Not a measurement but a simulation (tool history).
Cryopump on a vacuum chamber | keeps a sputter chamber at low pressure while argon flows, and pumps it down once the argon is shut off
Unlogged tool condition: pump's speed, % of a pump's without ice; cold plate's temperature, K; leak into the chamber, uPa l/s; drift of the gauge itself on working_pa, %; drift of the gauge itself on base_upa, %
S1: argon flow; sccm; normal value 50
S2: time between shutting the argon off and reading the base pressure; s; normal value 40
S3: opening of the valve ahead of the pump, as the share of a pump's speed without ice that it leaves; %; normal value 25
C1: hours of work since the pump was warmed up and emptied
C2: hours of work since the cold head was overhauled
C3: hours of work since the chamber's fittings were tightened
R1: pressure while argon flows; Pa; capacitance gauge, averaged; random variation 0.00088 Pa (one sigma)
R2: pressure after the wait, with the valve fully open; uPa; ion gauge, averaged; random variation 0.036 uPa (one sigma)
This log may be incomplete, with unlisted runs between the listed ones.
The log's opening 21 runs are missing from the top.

run 22 hour=500.3 | S1=68 S2=270 S3=24 | C1=125 C2=905 C3=1268 | R1=0.257 R2=1.86
run 23 hour=528.7 | S1=68 S2=270 S3=24 | C1=151 C2=930 C3=1293 | R1=0.2576 R2=1.9
run 24 hour=549.9 | S1=26 S2=40 S3=35 | C1=170 C2=949 C3=1312 | R1=0.0668 R2=3.49
run 25 hour=571.9 | S1=26 S2=40 S3=35 | C1=190 C2=969 C3=1332 | R1=0.0688 R2=3.56
run 26 hour=598.5 | S1=26 S2=40 S3=35 | C1=213 C2=993 C3=1356 | R1=0.0683 R2=3.67
run 27 hour=617.4 | S1=26 S2=40 S3=35 | C1=230 C2=1010 C3=1372 | R1=0.068 R2=3.65
run 28 hour=632.6 | S1=26 S2=40 S3=35 | C1=244 C2=1023 C3=1386 | R1=0.069 R2=3.65
run 29 hour=654.3 | S1=26 S2=40 S3=35 | C1=263 C2=1043 C3=1405 | R1=0.069 R2=3.68
run 30 hour=673.8 | S1=26 S2=132 S3=27 | C1=281 C2=1060 C3=1423 | R1=0.0896 R2=2.42
run 31 hour=706.4 | S1=50 S2=40 S3=43 | C1=310 C2=1089 C3=1452 | R1=0.1082 R2=3.83
run 32 hour=727.8 | S1=50 S2=40 S3=43 | C1=329 C2=1109 C3=1471 | R1=0.1094 R2=3.72
run 33 hour=745.1 | S1=50 S2=40 S3=43 | C1=345 C2=1124 C3=1487 | R1=0.1083 R2=3.68
-- hour=764.7 leaking fittings of the chamber tightened, without venting
run 34 hour=774.4 | S1=68 S2=64 S3=15 | C1=369 C2=1149 C3=9 | R1=0.4149 R2=1.42
run 35 hour=802.7 | S1=68 S2=64 S3=15 | C1=394 C2=1174 C3=34 | R1=0.4153 R2=1.43

Each row is a separate what-if for the run after 35, all from the same tool condition, not one after another. Results?
run A hour=829.7 | S1=32 S2=44 S3=26 | C1=419 C2=1198 C3=58 | R1=? R2=?
run B hour=829.7 | S1=30 S2=188 S3=25 | C1=419 C2=1198 C3=58 | R1=? R2=?
run C hour=829.7 | S1=29 S2=268 S3=24 | C1=419 C2=1198 C3=58 | R1=? R2=?

run=A R1=0.1144 R2=1.96
run=B R1=0.1112 R2=0.68
run=C R1=0.1122 R2=0.54
Take away the tool's hidden state, keep each run's random variation, and the runs would have read:
run=A R1=0.1105 R2=1.84
run=B R1=0.1075 R2=0.56
run=C R1=0.1087 R2=0.42
